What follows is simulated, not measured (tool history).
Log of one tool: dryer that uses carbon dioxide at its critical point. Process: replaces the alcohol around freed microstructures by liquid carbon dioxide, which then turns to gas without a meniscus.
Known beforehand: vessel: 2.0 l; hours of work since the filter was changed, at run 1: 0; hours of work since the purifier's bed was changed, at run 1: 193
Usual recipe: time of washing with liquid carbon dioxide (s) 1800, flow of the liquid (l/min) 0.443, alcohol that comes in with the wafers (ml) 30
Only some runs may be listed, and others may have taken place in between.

run,hour,time of washing with liquid carbon dioxide (s),flow of the liquid (l/min),alcohol that comes in with the wafers (ml),hours of work since the filter was changed,hours of work since the purifier's bed was changed,alcohol left in the vessel before it's heated (ppm by volume)
1,0.0,1800,0.443,30,0,193,135
2,20.1,1200,0.443,30,16,209,584
3,41.6,1200,0.443,30,33,226,582
4,56.4,1200,0.443,30,44,238,602
5,74.0,1200,0.453,30,58,251,573
6,99.4,1200,0.453,30,78,272,604
7,124.4,1800,0.340,30,98,291,411
8,156.7,1800,0.443,30,124,317,193
9,172.0,1800,0.443,30,136,329,199
10,192.4,1800,0.443,30,152,345,194
11,215.1,1800,0.386,30,170,363,321
12,241.1,1800,0.386,30,190,383,321
13,265.1,1800,0.752,30,209,402,94
14,285.3,1800,0.548,30,225,418,144
15,312.8,2040,0.443,30,247,440,174
16,330.6,1200,0.664,30,261,454,239
17,348.3,2760,0.664,24,275,468,104
18,362.7,1320,0.393,24,286,479,694
19,392.6,2040,0.292,70,310,503,1258
# hour 402.4: inlet filter changed
20,428.5,1440,0.733,79,21,530,169
21,449.7,1320,0.419,29,37,547,563
22,473.6,1500,0.419,29,56,566,424
23,495.9,1500,0.636,91,74,583,252
24,530.6,1500,0.636,91,101,611,260
25,558.5,1500,0.636,91,123,633,280
26,593.9,1500,0.551,47,151,661,309

What if the next run were any one of these 5? Each begins from the tool's condition after run 26:
A,613.3,1500,0.342,97,166,676,?
B,613.3,1260,0.318,49,166,676,?
C,613.3,2460,0.443,50,166,676,?
D,613.3,1500,0.551,32,166,676,?
E,613.3,1080,0.551,42,166,676,?

run,alcohol left in the vessel before it's heated (ppm by volume)
A,2258
B,2387
C,181
D,256
E,727
Without the tool's unlogged condition, the same runs would have read:
run,alcohol left in the vessel before it's heated (ppm by volume)
A,1801
B,1973
C,31
D,88
E,486
